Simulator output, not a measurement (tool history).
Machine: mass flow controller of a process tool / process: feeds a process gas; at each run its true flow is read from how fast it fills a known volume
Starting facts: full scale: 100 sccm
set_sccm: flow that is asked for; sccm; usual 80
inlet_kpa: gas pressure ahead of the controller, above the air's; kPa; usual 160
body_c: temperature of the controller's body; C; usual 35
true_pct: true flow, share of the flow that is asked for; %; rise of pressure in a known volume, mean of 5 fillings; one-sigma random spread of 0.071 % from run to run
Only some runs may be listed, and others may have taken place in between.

run	day	set_sccm	inlet_kpa	body_c	true_pct
1	0.000	80	160	35	100.26
2	4.346	80	160	35	100.27
3	9.396	80	199	35	100.13
4	11.746	46	160	35	99.16
5	14.225	80	160	35	100.43
6	19.275	80	160	35	100.37
7	22.767	80	160	35	100.39
8	27.658	80	160	35	100.32
9	30.483	80	172	35	100.23
10	35.400	16	175	33	98.01
11	37.733	65	192	26	98.88
12	39.808	22	199	35	98.19
13	42.304	32	232	33	98.07
14	45.362	32	232	33	98.13
15	48.838	32	232	33	98.11
16	51.900	43	217	39	99.09

Alternative continuations, all from the tool just after run 16; predict every row:
A	55.792	43	211	39	?
B	55.792	16	188	34	?
C	55.792	68	217	37	?
D	55.792	12	212	36	?

run	true_pct
A	99.13
B	97.91
C	99.65
D	97.82
Had the tool no hidden state, the same runs would have come out as:
run	true_pct
A	99.13
B	97.89
C	99.64
D	97.80

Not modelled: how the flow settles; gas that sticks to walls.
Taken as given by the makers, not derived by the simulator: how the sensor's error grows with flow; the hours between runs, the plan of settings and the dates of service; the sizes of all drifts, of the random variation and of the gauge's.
